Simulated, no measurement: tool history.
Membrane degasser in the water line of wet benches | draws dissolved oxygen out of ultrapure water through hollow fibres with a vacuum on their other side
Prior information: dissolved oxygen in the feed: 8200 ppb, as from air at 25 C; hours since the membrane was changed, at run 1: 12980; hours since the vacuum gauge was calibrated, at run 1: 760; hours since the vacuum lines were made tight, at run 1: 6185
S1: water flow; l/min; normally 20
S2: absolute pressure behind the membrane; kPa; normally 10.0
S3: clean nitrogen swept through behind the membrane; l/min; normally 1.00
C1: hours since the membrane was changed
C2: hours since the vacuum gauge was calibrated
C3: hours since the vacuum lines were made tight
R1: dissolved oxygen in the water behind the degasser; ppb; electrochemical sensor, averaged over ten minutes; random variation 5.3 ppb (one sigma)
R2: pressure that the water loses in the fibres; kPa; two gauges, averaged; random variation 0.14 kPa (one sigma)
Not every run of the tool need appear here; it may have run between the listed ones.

run 1 day=0.000 | S1=20 S2=10.0 S3=1.00 | C1=12980 C2=760 C3=6185 | R1=662.0 R2=30.91
run 2 day=6.146 | S1=22 S2=10.0 S3=1.00 | C1=13127 C2=908 C3=6333 | R1=768.9 R2=33.93
run 3 day=15.642 | S1=22 S2=10.0 S3=1.00 | C1=13355 C2=1136 C3=6561 | R1=765.9 R2=34.20
run 4 day=22.196 | S1=20 S2=7.7 S3=1.00 | C1=13512 C2=1293 C3=6718 | R1=580.1 R2=30.83
run 5 day=34.946 | S1=20 S2=7.7 S3=0.83 | C1=13819 C2=1599 C3=7024 | R1=607.5 R2=30.99
run 6 day=49.846 | S1=20 S2=10.0 S3=1.00 | C1=14176 C2=1957 C3=7381 | R1=667.6 R2=31.09
run 7 day=57.046 | S1=20 S2=10.0 S3=1.00 | C1=14349 C2=2130 C3=7554 | R1=672.5 R2=31.14
run 8 day=65.658 | S1=20 S2=10.0 S3=1.00 | C1=14556 C2=2336 C3=7761 | R1=670.5 R2=31.09
run 9 day=72.271 | S1=20 S2=10.0 S3=1.00 | C1=14714 C2=2495 C3=7920 | R1=675.8 R2=31.08
run 10 day=87.362 | S1=20 S2=15.4 S3=1.00 | C1=15077 C2=2857 C3=8282 | R1=878.9 R2=31.29
run 11 day=100.846 | S1=20 S2=15.4 S3=1.00 | C1=15400 C2=3181 C3=8605 | R1=884.2 R2=31.23
-- day=102.879 seals of the vacuum lines changed
run 12 day=115.729 | S1=20 S2=15.4 S3=1.00 | C1=15755 C2=3536 C3=308 | R1=882.8 R2=31.20
run 13 day=129.008 | S1=20 S2=15.4 S3=1.00 | C1=16074 C2=3855 C3=627 | R1=877.6 R2=31.34
run 14 day=136.092 | S1=20 S2=15.4 S3=0.58 | C1=16244 C2=4025 C3=797 | R1=1150.4 R2=31.38
run 15 day=144.329 | S1=20 S2=15.4 S3=0.58 | C1=16442 C2=4222 C3=995 | R1=1158.6 R2=31.57
run 16 day=157.029 | S1=20 S2=10.0 S3=0.52 | C1=16747 C2=4527 C3=1300 | R1=884.9 R2=31.30
run 17 day=168.600 | S1=20 S2=10.0 S3=2.60 | C1=17024 C2=4805 C3=1577 | R1=532.2 R2=31.51
-- day=169.542 vacuum gauge calibrated
run 18 day=182.317 | S1=20 S2=8.2 S3=0.55 | C1=17353 C2=307 C3=1906 | R1=764.0 R2=31.46
run 19 day=196.283 | S1=14 S2=18.4 S3=2.00 | C1=17688 C2=642 C3=2241 | R1=443.1 R2=21.99
run 20 day=206.762 | S1=13 S2=9.8 S3=1.00 | C1=17940 C2=893 C3=2493 | R1=359.3 R2=20.61
run 21 day=215.458 | S1=20 S2=10.0 S3=0.41 | C1=18148 C2=1102 C3=2701 | R1=984.7 R2=31.55
run 22 day=224.329 | S1=14 S2=11.8 S3=1.20 | C1=18361 C2=1315 C3=2914 | R1=428.7 R2=21.99
run 23 day=238.271 | S1=14 S2=11.8 S3=1.20 | C1=18696 C2=1650 C3=3249 | R1=420.7 R2=22.11
-- day=246.029 vacuum gauge calibrated, once more
run 24 day=246.483 | S1=19 S2=11.8 S3=1.20 | C1=18892 C2=11 C3=3445 | R1=667.0 R2=30.30
run 25 day=261.579 | S1=17 S2=21.0 S3=1.34 | C1=19255 C2=373 C3=3808 | R1=784.7 R2=27.09
-- day=270.600 membrane cartridge changed
run 26 day=276.283 | S1=17 S2=12.9 S3=1.34 | C1=136 C2=722 C3=4157 | R1=495.9 R2=24.77
run 27 day=288.925 | S1=30 S2=9.4 S3=1.00 | C1=440 C2=1026 C3=4460 | R1=1013.1 R2=43.69
run 28 day=296.179 | S1=17 S2=9.0 S3=1.02 | C1=614 C2=1200 C3=4634 | R1=439.0 R2=24.80
run 29 day=302.846 | S1=17 S2=9.0 S3=1.02 | C1=774 C2=1360 C3=4794 | R1=434.6 R2=24.58
run 30 day=317.146 | S1=25 S2=18.8 S3=2.01 | C1=1117 C2=1703 C3=5137 | R1=904.0 R2=36.50
run 31 day=324.000 | S1=20 S2=23.4 S3=2.12 | C1=1282 C2=1867 C3=5302 | R1=738.4 R2=29.34
run 32 day=338.462 | S1=13 S2=6.5 S3=1.86 | C1=1629 C2=2214 C3=5649 | R1=178.9 R2=19.27

Below are 4 alternative next runs, each starting from the tool's condition after run 32. Predict each:
run A day=349.604 | S1=30 S2=10.0 S3=1.00 | C1=1896 C2=2482 C3=5916 | R1=? R2=?
run B day=349.604 | S1=13 S2=11.8 S3=1.86 | C1=1896 C2=2482 C3=5916 | R1=? R2=?
run C day=349.604 | S1=13 S2=23.5 S3=0.52 | C1=1896 C2=2482 C3=5916 | R1=? R2=?
run D day=349.604 | S1=20 S2=22.3 S3=1.00 | C1=1896 C2=2482 C3=5916 | R1=? R2=?

run=A R1=1047.1 R2=44.12
run=B R1=264.7 R2=19.10
run=C R1=1095.8 R2=19.23
run=D R1=1069.4 R2=29.47
Stripped of hidden state, with their random variation kept, the same runs would have yielded:
run=A R1=1030.1 R2=43.74
run=B R1=256.9 R2=18.94
run=C R1=1080.1 R2=19.07
run=D R1=1053.6 R2=29.21

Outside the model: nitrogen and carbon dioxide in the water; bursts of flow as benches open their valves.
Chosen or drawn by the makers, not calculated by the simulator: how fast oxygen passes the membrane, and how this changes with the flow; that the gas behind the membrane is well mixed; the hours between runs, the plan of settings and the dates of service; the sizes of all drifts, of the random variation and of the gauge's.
